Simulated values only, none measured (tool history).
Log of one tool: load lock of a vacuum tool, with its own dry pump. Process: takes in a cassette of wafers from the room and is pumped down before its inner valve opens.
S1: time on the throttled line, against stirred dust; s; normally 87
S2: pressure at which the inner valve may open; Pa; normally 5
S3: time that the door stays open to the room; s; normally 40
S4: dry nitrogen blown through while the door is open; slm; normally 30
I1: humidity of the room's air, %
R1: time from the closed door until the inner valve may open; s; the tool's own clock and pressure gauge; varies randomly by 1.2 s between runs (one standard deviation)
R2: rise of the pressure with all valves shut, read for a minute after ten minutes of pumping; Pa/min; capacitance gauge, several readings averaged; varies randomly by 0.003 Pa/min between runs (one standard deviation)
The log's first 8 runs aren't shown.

| run | hour | S1 | S2 | S3 | S4 | I1 | R1 | R2 |
|---|---|---|---|---|---|---|---|---|
| 9 | 515.5 | 68 | 5 | 40 | 30 | 45.5 | 173.9 | 0.022 |
| 10 | 586.6 | 87 | 5 | 40 | 41 | 42.1 | 189 | 0.024 |
| 11 | 676.5 | 87 | 5 | 40 | 27 | 44.5 | 191.2 | 0.028 |
| 12 | 748.9 | 87 | 5 | 37 | 30 | 46.2 | 191.6 | 0.021 |
| 13 | 829 | 87 | 5 | 37 | 30 | 46.4 | 192.9 | 0.022 |
| 14 | 883.5 | 87 | 5 | 40 | 30 | 42.5 | 191 | 0.024 |
| 15 | 958.4 | 87 | 5 | 40 | 30 | 45.2 | 190.2 | 0.023 |
| 16 | 996.3 | 87 | 5 | 40 | 30 | 45 | 190.1 | 0.03 |
| 17 | 1047.9 | 87 | 7 | 40 | 4 | 44.5 | 186.4 | 0.046 |
| 18 | 1117.2 | 87 | 7 | 40 | 4 | 42.7 | 187.2 | 0.047 |
| 19 | 1196.1 | 87 | 6 | 40 | 8 | 45.7 | 185.9 | 0.04 |
| 20 | 1250.4 | 59 | 5 | 40 | 30 | 43.1 | 168.9 | 0.025 |
| 21 | 1332.8 | 59 | 5 | 40 | 30 | 45 | 167.9 | 0.028 |
| 22 | 1400.7 | 59 | 5 | 40 | 30 | 46.4 | 169.2 | 0.029 |
| 23 | 1484.1 | 170 | 5 | 40 | 30 | 43.3 | 258.7 | 0.025 |
| 24 | 1564.6 | 170 | 5 | 40 | 30 | 44.9 | 253.3 | 0.027 |
| 25 | 1627.9 | 97 | 5 | 79 | 36 | 48.5 | 198.8 | 0.035 |
| 26 | 1671.1 | 122 | 5 | 40 | 30 | 46.2 | 216.8 | 0.027 |
| 27 | 1747.5 | 122 | 5 | 40 | 30 | 43.5 | 218.3 | 0.02 |
| 28 | 1838.6 | 125 | 7 | 164 | 44 | 46.5 | 217.7 | 0.031 |
| 29 | 1888.4 | 173 | 5 | 85 | 30 | 48.7 | 262.2 | 0.035 |
| 30 | 1960.3 | 173 | 5 | 85 | 35 | 44.5 | 257.3 | 0.034 |

Alternative continuations, all from the tool just after run 30; predict every row:
| A | 2033.3 | 73 | 5 | 85 | 35 | 44.3 | ? | ? |
| B | 2033.3 | 55 | 5 | 40 | 30 | 41.6 | ? | ? |
| C | 2033.3 | 45 | 8 | 26 | 35 | 48.8 | ? | ? |
| D | 2033.3 | 173 | 5 | 130 | 5 | 46.2 | ? | ? |
| E | 2033.3 | 89 | 5 | 40 | 4 | 42.1 | ? | ? |

| run | R1 | R2 |
|---|---|---|
| A | 180.1 | 0.032 |
| B | 166.5 | 0.023 |
| C | 151.2 | 0.015 |
| D | 260.1 | 0.072 |
| E | 191.5 | 0.043 |
With no hidden state in the tool, these same runs would have given:
| run | R1 | R2 |
|---|---|---|
| A | 180 | 0.032 |
| B | 166.5 | 0.023 |
| C | 151.1 | 0.015 |
| D | 260 | 0.072 |
| E | 191.5 | 0.043 |

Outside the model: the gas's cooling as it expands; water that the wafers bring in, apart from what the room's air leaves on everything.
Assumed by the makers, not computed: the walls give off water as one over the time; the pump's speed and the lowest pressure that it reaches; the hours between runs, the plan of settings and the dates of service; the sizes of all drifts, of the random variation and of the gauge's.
